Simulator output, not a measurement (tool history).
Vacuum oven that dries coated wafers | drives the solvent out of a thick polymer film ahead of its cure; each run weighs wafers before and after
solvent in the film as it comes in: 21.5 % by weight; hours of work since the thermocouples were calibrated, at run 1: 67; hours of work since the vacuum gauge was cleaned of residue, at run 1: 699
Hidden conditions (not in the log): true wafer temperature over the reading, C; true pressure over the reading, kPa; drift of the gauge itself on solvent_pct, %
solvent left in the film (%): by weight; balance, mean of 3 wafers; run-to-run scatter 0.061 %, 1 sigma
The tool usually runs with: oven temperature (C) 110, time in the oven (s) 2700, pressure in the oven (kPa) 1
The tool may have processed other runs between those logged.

| run | hour | oven temperature (C) | time in the oven (s) | pressure in the oven (kPa) | hours of work since the thermocouples were calibrated | hours of work since the vacuum gauge was cleaned of residue | solvent left in the film (%) |
|---|---|---|---|---|---|---|---|
| 1 | 0 | 110 | 2700 | 1 | 67 | 699 | 3.82 |
| 2 | 15.5 | 110 | 2700 | 1 | 78 | 710 | 3.81 |
| 3 | 29.4 | 110 | 2700 | 1 | 88 | 720 | 3.81 |
| 4 | 47.7 | 110 | 2700 | 1 | 101 | 733 | 3.78 |
| 5 | 60.8 | 110 | 2700 | 1 | 110 | 742 | 3.85 |
| 6 | 84.2 | 110 | 1440 | 1 | 126 | 758 | 7.56 |
| 7 | 98 | 110 | 1440 | 1 | 136 | 768 | 7.49 |
| 8 | 112.3 | 109 | 2700 | 1 | 146 | 778 | 4.07 |

For run 9, what comes out?
| 9 | 132.5 | 109 | 2700 | 1 | 160 | 792 | ? |

Run 9 measured solvent left in the film (%) 4.12.
On a tool with no hidden condition, and with the same random variation, this run would have come out at solvent left in the film (%) 4.04.
